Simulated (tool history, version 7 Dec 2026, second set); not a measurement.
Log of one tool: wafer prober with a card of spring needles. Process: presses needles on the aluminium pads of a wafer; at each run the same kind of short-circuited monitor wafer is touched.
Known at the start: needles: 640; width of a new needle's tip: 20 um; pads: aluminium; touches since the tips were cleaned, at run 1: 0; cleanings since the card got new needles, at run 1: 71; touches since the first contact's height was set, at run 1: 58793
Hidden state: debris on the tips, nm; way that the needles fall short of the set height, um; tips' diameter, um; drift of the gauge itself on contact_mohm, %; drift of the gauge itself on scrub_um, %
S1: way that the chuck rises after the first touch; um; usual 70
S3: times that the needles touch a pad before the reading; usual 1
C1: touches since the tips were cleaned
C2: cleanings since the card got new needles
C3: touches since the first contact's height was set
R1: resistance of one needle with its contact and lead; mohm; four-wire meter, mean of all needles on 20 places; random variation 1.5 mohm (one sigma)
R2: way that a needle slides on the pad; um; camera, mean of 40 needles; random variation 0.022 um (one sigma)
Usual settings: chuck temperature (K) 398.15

{"run": 1, "day": 0.0, "S1": 70, "chuck temperature (K)": 398.15, "S3": 1, "C1": 0, "C2": 71, "C3": 58793, "R1": 137, "R2": 10.78}
{"day": 0.975, "done": "tips cleaned on abrasive film"}
{"day": 1.396, "done": "height of the first contact set anew"}
{"day": 1.942, "done": "tips cleaned on abrasive film"}
{"day": 2.958, "done": "tips cleaned on abrasive film"}
{"run": 2, "day": 3.538, "S1": 70, "chuck temperature (K)": 306.15, "S3": 1, "C1": 6316, "C2": 74, "C3": 23326, "R1": 123, "R2": 10.74}
{"day": 3.946, "done": "tips cleaned on abrasive film"}
{"day": 4.917, "done": "tips cleaned on abrasive film"}
{"day": 5.9, "done": "tips cleaned on abrasive film"}
{"run": 3, "day": 6.517, "S1": 70, "chuck temperature (K)": 313.15, "S3": 1, "C1": 6736, "C2": 77, "C3": 55736, "R1": 123, "R2": 10.71}
{"day": 6.721, "done": "tips cleaned on abrasive film"}
{"day": 7.696, "done": "tips cleaned on abrasive film"}
{"day": 8.317, "done": "height of the first contact set anew"}
{"day": 8.525, "done": "tips cleaned on abrasive film"}
{"run": 4, "day": 8.65, "S1": 70, "chuck temperature (K)": 313.15, "S3": 1, "C1": 1365, "C2": 80, "C3": 3580, "R1": 121, "R2": 10.73}
{"day": 9.425, "done": "tips cleaned on abrasive film"}
{"day": 10.242, "done": "tips cleaned on abrasive film"}
{"day": 11.242, "done": "tips cleaned on abrasive film"}
{"run": 5, "day": 11.858, "S1": 70, "chuck temperature (K)": 313.15, "S3": 1, "C1": 6781, "C2": 83, "C3": 38532, "R1": 119, "R2": 10.72}
{"day": 12.067, "done": "tips cleaned on abrasive film"}
{"day": 12.883, "done": "tips cleaned on abrasive film"}
{"day": 13.846, "done": "tips cleaned on abrasive film"}
{"day": 14.825, "done": "tips cleaned on abrasive film"}
{"day": 15.121, "done": "height of the first contact set anew"}
{"run": 6, "day": 15.121, "S1": 70, "chuck temperature (K)": 398.15, "S3": 2, "C1": 3084, "C2": 87, "C3": 0, "R1": 136, "R2": 10.69}
{"day": 15.733, "done": "tips cleaned on abrasive film"}
{"day": 16.704, "done": "tips cleaned on abrasive film"}
{"run": 7, "day": 17.146, "S1": 70, "chuck temperature (K)": 398.15, "S3": 2, "C1": 4791, "C2": 89, "C3": 22019, "R1": 140, "R2": 10.69}
{"day": 17.554, "done": "tips cleaned on abrasive film"}
{"day": 18.546, "done": "tips cleaned on abrasive film"}
{"run": 8, "day": 18.75, "S1": 70, "chuck temperature (K)": 398.15, "S3": 2, "C1": 2257, "C2": 91, "C3": 39481, "R1": 136, "R2": 10.68}
{"day": 19.525, "done": "tips cleaned on abrasive film"}
{"day": 20.508, "done": "tips cleaned on abrasive film"}
{"day": 21.521, "done": "tips cleaned on abrasive film"}
{"day": 21.942, "done": "height of the first contact set anew"}
{"day": 22.508, "done": "tips cleaned on abrasive film"}
{"run": 9, "day": 22.583, "S1": 70, "chuck temperature (K)": 398.15, "S3": 2, "C1": 796, "C2": 95, "C3": 6978, "R1": 139, "R2": 10.7}
{"day": 23.396, "done": "tips cleaned on abrasive film"}
{"day": 24.412, "done": "tips cleaned on abrasive film"}
{"day": 25.4, "done": "tips cleaned on abrasive film"}
{"run": 10, "day": 25.4, "S1": 70, "chuck temperature (K)": 398.15, "S3": 2, "C1": 0, "C2": 98, "C3": 37617, "R1": 137, "R2": 10.67}
{"day": 26.396, "done": "tips cleaned on abrasive film"}
{"day": 27.412, "done": "tips cleaned on abrasive film"}
{"run": 11, "day": 27.458, "S1": 70, "chuck temperature (K)": 398.15, "S3": 2, "C1": 484, "C2": 100, "C3": 60026, "R1": 137, "R2": 10.69}
{"day": 28.271, "done": "tips cleaned on abrasive film"}
{"day": 28.892, "done": "height of the first contact set anew"}
{"day": 29.288, "done": "tips cleaned on abrasive film"}
{"day": 30.246, "done": "tips cleaned on abrasive film"}
{"run": 12, "day": 30.317, "S1": 70, "chuck temperature (K)": 398.15, "S3": 2, "C1": 770, "C2": 103, "C3": 15481, "R1": 137, "R2": 10.63}
{"day": 31.104, "done": "tips cleaned on abrasive film"}
{"day": 32.121, "done": "tips cleaned on abrasive film"}
{"run": 13, "day": 32.792, "S1": 70, "chuck temperature (K)": 398.15, "S3": 2, "C1": 7347, "C2": 105, "C3": 42453, "R1": 140, "R2": 10.61}
{"day": 33.0, "done": "tips cleaned on abrasive film"}
{"day": 34.004, "done": "tips cleaned on abrasive film"}
{"run": 14, "day": 34.738, "S1": 70, "chuck temperature (K)": 398.15, "S3": 2, "C1": 8011, "C2": 107, "C3": 63622, "R1": 137, "R2": 10.63}
{"day": 34.904, "done": "tips cleaned on abrasive film"}
{"day": 35.721, "done": "tips cleaned on abrasive film"}
{"day": 35.733, "done": "height of the first contact set anew"}
{"day": 36.717, "done": "tips cleaned on abrasive film"}
{"day": 37.7, "done": "tips cleaned on abrasive film"}
{"run": 15, "day": 37.7, "S1": 70, "chuck temperature (K)": 398.15, "S3": 2, "C1": 0, "C2": 111, "C3": 21416, "R1": 135, "R2": 10.6}
{"day": 38.512, "done": "tips cleaned on abrasive film"}
{"day": 39.329, "done": "tips cleaned on abrasive film"}
{"run": 16, "day": 39.333, "S1": 78, "chuck temperature (K)": 394.15, "S3": 2, "C1": 58, "C2": 113, "C3": 39192, "R1": 134, "R2": 11.79}
{"day": 40.3, "done": "tips cleaned on abrasive film"}
{"day": 41.117, "done": "tips cleaned on abrasive film"}
{"run": 17, "day": 41.638, "S1": 62, "chuck temperature (K)": 360.15, "S3": 2, "C1": 5682, "C2": 115, "C3": 64258, "R1": 135, "R2": 9.34}
{"day": 42.046, "done": "tips cleaned on abrasive film"}
{"day": 42.667, "done": "height of the first contact set anew"}
{"day": 43.075, "done": "tips cleaned on abrasive film"}
{"day": 43.983, "done": "tips cleaned on abrasive film"}
{"run": 18, "day": 44.312, "S1": 60, "chuck temperature (K)": 398.15, "S3": 1, "C1": 3624, "C2": 118, "C3": 17910, "R1": 144, "R2": 9.07}
{"day": 44.888, "done": "tips cleaned on abrasive film"}
{"day": 45.704, "done": "tips cleaned on abrasive film"}
{"day": 46.717, "done": "tips cleaned on abrasive film"}
{"day": 47.646, "done": "tips cleaned on abrasive film"}
{"run": 19, "day": 48.0, "S1": 60, "chuck temperature (K)": 398.15, "S3": 1, "C1": 3872, "C2": 122, "C3": 58015, "R1": 144, "R2": 9.07}
{"day": 48.612, "done": "tips cleaned on abrasive film"}
{"day": 49.583, "done": "tips cleaned on abrasive film"}
{"day": 49.596, "done": "height of the first contact set anew"}
{"day": 50.612, "done": "tips cleaned on abrasive film"}
{"day": 51.579, "done": "tips cleaned on abrasive film"}
{"run": 20, "day": 51.867, "S1": 81, "chuck temperature (K)": 398.15, "S3": 1, "C1": 3181, "C2": 126, "C3": 24734, "R1": 133, "R2": 12.18}
{"day": 52.479, "done": "tips cleaned on abrasive film"}
{"day": 53.296, "done": "tips cleaned on abrasive film"}
{"run": 21, "day": 53.554, "S1": 52, "chuck temperature (K)": 376.15, "S3": 1, "C1": 2842, "C2": 128, "C3": 43080, "R1": 146, "R2": 7.82}
{"day": 54.3, "done": "tips cleaned on abrasive film"}
{"day": 55.267, "done": "tips cleaned on abrasive film"}
{"run": 22, "day": 55.862, "S1": 51, "chuck temperature (K)": 366.15, "S3": 3, "C1": 6500, "C2": 130, "C3": 68195, "R1": 146, "R2": 7.67}
{"day": 56.238, "done": "tips cleaned on abrasive film"}
{"day": 56.454, "done": "height of the first contact set anew"}
{"day": 57.212, "done": "tips cleaned on abrasive film"}
{"day": 58.208, "done": "tips cleaned on abrasive film"}
{"run": 23, "day": 58.75, "S1": 51, "chuck temperature (K)": 366.15, "S3": 3, "C1": 5893, "C2": 133, "C3": 25004, "R1": 144, "R2": 7.67}
{"day": 59.146, "done": "tips cleaned on abrasive film"}
{"day": 59.962, "done": "tips cleaned on abrasive film"}
{"day": 60.775, "done": "tips cleaned on abrasive film"}
{"run": 24, "day": 61.067, "S1": 74, "chuck temperature (K)": 366.15, "S3": 2, "C1": 3195, "C2": 136, "C3": 50227, "R1": 130, "R2": 11.11}
{"day": 61.679, "done": "tips cleaned on abrasive film"}
{"day": 62.496, "done": "tips cleaned on abrasive film"}
{"day": 63.304, "done": "height of the first contact set anew"}
{"day": 63.512, "done": "tips cleaned on abrasive film"}
{"day": 64.325, "done": "tips cleaned on abrasive film"}
{"run": 25, "day": 64.867, "S1": 74, "chuck temperature (K)": 366.15, "S3": 2, "C1": 5889, "C2": 140, "C3": 16963, "R1": 127, "R2": 11.07}
{"day": 65.238, "done": "tips cleaned on abrasive film"}
{"day": 66.225, "done": "tips cleaned on abrasive film"}
{"day": 67.012, "done": "gauge calibrated"}
{"day": 67.221, "done": "tips cleaned on abrasive film"}
{"day": 68.083, "done": "tips cleaned on abrasive film"}
{"run": 26, "day": 68.083, "S1": 64, "chuck temperature (K)": 398.15, "S3": 3, "C1": 0, "C2": 144, "C3": 51948, "R1": 141, "R2": 9.87}
{"day": 69.054, "done": "tips cleaned on abrasive film"}
{"day": 69.983, "done": "tips cleaned on abrasive film"}
{"day": 70.196, "done": "height of the first contact set anew"}
{"run": 27, "day": 70.629, "S1": 59, "chuck temperature (K)": 337.15, "S3": 2, "C1": 6932, "C2": 146, "C3": 4717, "R1": 133, "R2": 9.07}
{"day": 70.817, "done": "tips cleaned on abrasive film"}
{"day": 71.821, "done": "tips cleaned on abrasive film"}
{"day": 72.633, "done": "tips cleaned on abrasive film"}
{"run": 28, "day": 73.296, "S1": 59, "chuck temperature (K)": 337.15, "S3": 2, "C1": 7237, "C2": 149, "C3": 33727, "R1": 131, "R2": 9.06}

Forecast each of these 3 alternatives for the next run:
{"day": 73.458, "done": "tips cleaned on abrasive film"}
{"day": 74.446, "done": "tips cleaned on abrasive film"}
{"day": 75.454, "done": "tips cleaned on abrasive film"}
{"day": 76.433, "done": "tips cleaned on abrasive film"}
{"run": "A", "day": 76.838, "S1": 63, "chuck temperature (K)": 379.15, "S3": 1, "C1": 4397, "C2": 153, "C3": 72246, "R1": "?", "R2": "?"}
{"day": 73.458, "done": "tips cleaned on abrasive film"}
{"day": 74.446, "done": "tips cleaned on abrasive film"}
{"day": 75.454, "done": "tips cleaned on abrasive film"}
{"day": 76.433, "done": "tips cleaned on abrasive film"}
{"run": "B", "day": 76.838, "S1": 58, "chuck temperature (K)": 306.15, "S3": 1, "C1": 4397, "C2": 153, "C3": 72246, "R1": "?", "R2": "?"}
{"day": 73.458, "done": "tips cleaned on abrasive film"}
{"day": 74.446, "done": "tips cleaned on abrasive film"}
{"day": 75.454, "done": "tips cleaned on abrasive film"}
{"day": 76.433, "done": "tips cleaned on abrasive film"}
{"run": "C", "day": 76.838, "S1": 59, "chuck temperature (K)": 341.15, "S3": 2, "C1": 4397, "C2": 153, "C3": 72246, "R1": "?", "R2": "?"}

run=A R1=140 R2=9.67
run=B R1=125 R2=8.90
run=C R1=132 R2=9.02
Without the tool's hidden state the same runs would have given:
run=A R1=140 R2=9.71
run=B R1=125 R2=8.94
run=C R1=132 R2=9.05

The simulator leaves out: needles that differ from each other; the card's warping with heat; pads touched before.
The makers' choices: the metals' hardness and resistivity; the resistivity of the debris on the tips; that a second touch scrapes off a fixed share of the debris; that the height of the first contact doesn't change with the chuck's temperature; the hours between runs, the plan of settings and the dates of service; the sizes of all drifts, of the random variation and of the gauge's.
